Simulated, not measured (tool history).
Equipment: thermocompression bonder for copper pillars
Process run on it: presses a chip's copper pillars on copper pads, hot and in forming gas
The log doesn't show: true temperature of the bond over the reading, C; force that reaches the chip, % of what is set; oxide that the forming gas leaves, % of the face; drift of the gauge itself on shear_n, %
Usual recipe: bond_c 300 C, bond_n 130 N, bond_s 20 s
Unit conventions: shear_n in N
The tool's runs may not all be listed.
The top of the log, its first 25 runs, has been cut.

run,hour,bond_c,bond_n,bond_s,hours of work since the heater was calibrated,hours of work since the force cell was calibrated,hours of work since the gas filter was changed,shear_n
26,724.6,326,127,42,822,628,183,116.8
27,749.9,326,108,42,832,638,193,106.6
28,784.7,326,108,42,846,652,207,103.3
29,828.7,326,95,14,864,670,225,69
# hour 833.1: forming gas filter changed
30,853.7,326,95,14,874,680,8,76.4
31,880,297,130,20,885,691,19,88.5
32,919.2,282,130,47,901,707,35,105.5
33,957.3,282,130,58,917,723,51,109
34,994.3,282,130,58,932,738,66,108.3
35,1012.5,318,130,56,939,745,73,127.5
36,1049.4,327,79,33,954,760,88,82.4
37,1075.4,327,125,10,965,771,99,80.8
38,1097.4,327,125,10,974,780,108,82.6
39,1124,327,125,10,985,791,119,81
40,1149,327,86,10,995,801,129,56.5

Branching from run 40: 3 alternative next runs. What would each branch give?
A,1190.2,300,180,18,1012,818,146,?
B,1190.2,322,99,22,1012,818,146,?
C,1190.2,272,130,20,1012,818,146,?

run,shear_n
A,109.3
B,82.2
C,67.3
Stripped of hidden state, with their random variation kept, the same runs would have yielded:
run,shear_n
A,124.7
B,95.7
C,79.8
